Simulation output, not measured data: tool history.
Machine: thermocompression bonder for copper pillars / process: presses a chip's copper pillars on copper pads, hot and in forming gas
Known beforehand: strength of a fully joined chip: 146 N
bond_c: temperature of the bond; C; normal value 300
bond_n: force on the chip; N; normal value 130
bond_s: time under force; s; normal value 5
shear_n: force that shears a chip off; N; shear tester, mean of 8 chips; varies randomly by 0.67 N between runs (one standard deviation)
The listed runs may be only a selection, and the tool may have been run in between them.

run,hour,bond_c,bond_n,bond_s,shear_n
1,0,300,130,5,96.9
2,36,300,130,4,91.7
3,62.9,312,130,5,107.4
4,112.6,280,130,5,75.6
5,134.1,300,130,5,96.7
6,155.4,300,130,5,96.4
# hour 186.5: force cell calibrated
7,201.1,300,130,4,94.8
8,231.6,300,130,5,100.9
9,281.4,300,130,5,101
10,333.1,280,130,5,80.9
11,369.3,300,130,5,100.7
12,391.5,300,130,5,100.4
13,432.7,300,130,5,99.6
14,463,319,127,11,129.2
15,502,319,127,11,127.8
16,531.9,293,136,11,111.3
17,583.2,293,136,11,113.4
18,608.7,293,136,3,82.2
# hour 615.8: forming gas filter changed
19,645.9,290,123,6,97.1
20,674,282,145,10,109.2
21,704.7,282,91,10,85
22,754.4,282,91,10,85.3
23,800.6,289,135,6,99.6
24,848.2,297,126,5,98
25,875.8,315,170,9,135.9
26,914.6,321,170,9,137.6

For some of the steps in shear_n from one run to the next: how much would appear even if the tool had no hidden state, given the settings, what came in and random variation, and how much remains for the hidden state plus any gauge scatter that the measured result and the result without hidden state don't share?
What the log doesn't record here: true temperature of the bond over the reading, C; force that reaches the chip, % of what is set; oxide that the forming gas leaves, % of the face; drift of the gauge itself on shear_n, %.
Run 3 -> 4: bond_c 312 -> 280. shear_n -31.8 N: hidden state +0.9, all else -32.7.
Run 6 -> 7: bond_s 5 -> 4, force cell calibrated. shear_n -1.6 N: hidden state +5.2, all else -6.8.
Run 18 -> 19: bond_c 293 -> 290, bond_n 136 -> 123, bond_s 3 -> 6, forming gas filter changed. shear_n +14.9 N: hidden state +5.1, all else +9.8.
Run 24 -> 25: bond_c 297 -> 315, bond_n 126 -> 170, bond_s 5 -> 9. shear_n +37.9 N: hidden state -4.4, all else +42.3.

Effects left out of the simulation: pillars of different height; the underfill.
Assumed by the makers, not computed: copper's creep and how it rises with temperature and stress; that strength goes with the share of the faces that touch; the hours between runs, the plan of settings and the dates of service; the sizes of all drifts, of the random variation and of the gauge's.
